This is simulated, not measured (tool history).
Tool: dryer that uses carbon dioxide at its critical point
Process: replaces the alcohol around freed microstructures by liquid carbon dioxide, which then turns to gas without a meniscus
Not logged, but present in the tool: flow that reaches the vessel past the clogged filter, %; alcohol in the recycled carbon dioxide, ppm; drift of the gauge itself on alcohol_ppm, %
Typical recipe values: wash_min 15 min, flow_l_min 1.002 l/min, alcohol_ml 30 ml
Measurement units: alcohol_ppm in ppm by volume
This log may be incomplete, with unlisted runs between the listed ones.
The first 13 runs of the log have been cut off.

run,hour,wash_min,flow_l_min,alcohol_ml,hours of work since the filter was changed,hours of work since the purifier's bed was changed,alcohol_ppm
14,190.9,15,1.002,30,340,209,99
15,199.9,15,1.002,30,344,213,97
16,217.2,15,1.002,30,352,221,103
17,225.5,15,0.920,30,356,225,130
18,235.3,15,0.920,30,360,229,129
19,253.9,15,0.920,30,368,238,127
20,270.6,13,0.920,30,376,245,210
21,283.5,13,0.920,30,382,251,218
22,297.3,15,1.002,97,388,257,222
23,314.8,15,1.260,38,396,265,81
24,330.1,23,1.040,95,403,272,73
25,345.6,15,1.002,111,410,279,250
26,356.6,15,0.810,107,415,284,596
27,366.9,15,1.550,107,419,289,89
28,385.6,15,0.850,30,428,297,201
29,402.3,13,0.970,36,435,305,225
30,419.8,13,0.970,36,443,313,245
31,433.9,13,0.970,36,450,319,233
32,449.1,13,0.970,36,456,326,238
33,462.2,11,1.002,30,462,332,321
34,477.2,13,1.002,58,469,338,314
35,489.2,13,1.002,58,475,344,304
36,504.6,13,1.002,58,482,351,318

Expected results for the next run?
37,517.0,21,1.110,82,487,356,?

{"run 37": {"alcohol_ppm": 94}}
The same run, on a tool lacking any hidden state, would have yielded alcohol_ppm 6 ppm by volume.
